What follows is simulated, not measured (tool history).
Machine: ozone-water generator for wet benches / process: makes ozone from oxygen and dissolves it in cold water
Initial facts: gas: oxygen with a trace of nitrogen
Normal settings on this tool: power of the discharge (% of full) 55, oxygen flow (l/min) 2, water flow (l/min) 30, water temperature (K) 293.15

run	hour	power of the discharge (% of full)	oxygen flow (l/min)	water flow (l/min)	water temperature (K)	dissolved ozone (ppm)	ozone in the gas ahead of the water (g/m3)
1	0	55	2	30	293.15	7.9	183.8
2	34.2	55	2	30	293.15	7.9	184.4
3	80.3	68	2	30	293.15	8.9	207.7
4	107.7	44	2	30	293.15	6.9	160.1
5	170.2	44	2	30	293.15	6.7	157.7
6	217.9	44	1.93	30	288.15	6.8	161
7	248.5	44	1.93	30	288.15	6.8	159.1
8	281.8	49	1.93	44	288.15	4.6	172.1
9	320.1	49	1.93	44	288.15	4.5	170.2
10	375.3	83	2	30	293.15	10.1	235.1

Forecast each of these 5 alternatives for the next run:
A	434.7	55	2	30	297.15	?	?
B	434.7	55	1.22	30	293.15	?	?
C	434.7	55	2	34	293.15	?	?
D	434.7	69	2	30	301.15	?	?
E	434.7	83	3.35	31	290.15	?	?

run	dissolved ozone (ppm)	ozone in the gas ahead of the water (g/m3)
A	7.4	181.1
B	6	214.9
C	6.5	182.6
D	8.5	206.7
E	12.6	198.9
Without the tool's unlogged condition, the same runs would have read:
run	dissolved ozone (ppm)	ozone in the gas ahead of the water (g/m3)
A	7.9	189.2
B	6.4	224.4
C	7.1	190.7
D	9.2	217.5
E	13.7	210.5
